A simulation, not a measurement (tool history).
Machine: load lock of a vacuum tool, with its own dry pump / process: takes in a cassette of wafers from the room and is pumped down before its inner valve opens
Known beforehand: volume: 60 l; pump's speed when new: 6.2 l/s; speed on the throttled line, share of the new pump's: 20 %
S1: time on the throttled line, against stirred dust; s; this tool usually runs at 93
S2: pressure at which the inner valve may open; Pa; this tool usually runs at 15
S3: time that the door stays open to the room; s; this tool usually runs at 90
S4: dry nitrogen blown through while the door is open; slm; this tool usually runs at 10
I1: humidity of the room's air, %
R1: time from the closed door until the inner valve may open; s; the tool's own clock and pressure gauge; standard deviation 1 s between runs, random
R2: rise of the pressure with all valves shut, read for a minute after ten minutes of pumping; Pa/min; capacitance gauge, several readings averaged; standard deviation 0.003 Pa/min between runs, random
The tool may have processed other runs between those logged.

run    hour  S1  S2  S3  S4    I1     R1     R2
  1     0.0  93  15  90  10  44.8  159.4  0.045
  2   104.3  93  15  90  10  45.8  160.7  0.043
  3   213.5  93  15  28  10  43.4  161.1  0.028
  4   316.2  93  15  90  12  45.2  161.8  0.042
  5   470.0  93  15  90  12  43.2  161.2  0.045
  6   570.0  93  15  90  12  44.1  160.4  0.043
  7   711.1  93  15  90  10  41.9  162.3  0.037
  8   815.4  93  15  90  10  44.6  159.7  0.043
  9   961.0  93  15  90  10  46.5  162.1  0.047
 10  1097.8  93  15  90   5  46.2  160.5  0.055
 11  1206.1  93  15  90   5  45.5  161.2  0.047
 12  1333.4  93  15  90   5  41.6  158.6  0.045
 13  1462.2  93  18  90  10  43.1  155.9  0.035
     1521.0  -- door's seal changed, seat wiped
 14  1685.3  93  15  90  10  47.6  159.4  0.047
 15  1908.3  93  15  90  10  45.4  161.2  0.043
 16  2064.1  93  15  90  10  41.9  160.7  0.042
 17  2240.8  93  15  90  10  43.6  159.6  0.048
 18  2436.5  93  15  90  10  40.1  160.9  0.042
 19  2654.9  93  15  90  10  45.6  162.6  0.039
 20  2799.8  93  15  90  10  44.0  160.4  0.036
 21  2934.7  93  15  90  10  46.4  160.8  0.045
 22  3163.5  93  15  90  10  45.1  160.2  0.046
 23  3324.3  93  15  55   5  45.0  161.6  0.041
 24  3432.7  93  15  55   5  44.6  160.6  0.038
 25  3569.8  93  10  55  33  45.0  164.6  0.025
 26  3750.6  93  10  55  33  44.9  164.0  0.021
 27  3863.5  93  10  37  33  47.5  164.9  0.021
 28  4009.2  93  10  37  10  46.4  165.9  0.036
 29  4195.5  93  15  90   5  47.3  161.2  0.047
 30  4307.0  93  24  90   5  43.3  155.9  0.050
 31  4525.6  93  15  80   4  40.7  159.5  0.036
 32  4682.7  93  20  95  10  47.2  158.3  0.047
 33  4823.5  93  20  29  10  44.6  157.4  0.026
 34  4992.3  93  20  29  13  47.8  155.1  0.033
 35  5139.5  93  10  29   5  46.2  163.1  0.038
 36  5259.7  64  16  32   4  45.8  138.0  0.028
 37  5461.0  64  16  32   4  44.2  136.6  0.036

Each row is a separate what-if for the run after 37, all from the same tool condition, not one after another. Results?
  A  5676.8  86  15  90  10  47.3   ?   ?
  B  5676.8  78  20  90  10  45.8   ?   ?
  C  5676.8  93  15  90  10  44.1   ?   ?

run     R1     R2
  A  152.7  0.044
  B  145.6  0.040
  C  160.7  0.043
The same runs, with their run-to-run variation unchanged, on a tool lacking any hidden condition would have given:
run     R1     R2
  A  152.7  0.043
  B  145.6  0.038
  C  160.7  0.042

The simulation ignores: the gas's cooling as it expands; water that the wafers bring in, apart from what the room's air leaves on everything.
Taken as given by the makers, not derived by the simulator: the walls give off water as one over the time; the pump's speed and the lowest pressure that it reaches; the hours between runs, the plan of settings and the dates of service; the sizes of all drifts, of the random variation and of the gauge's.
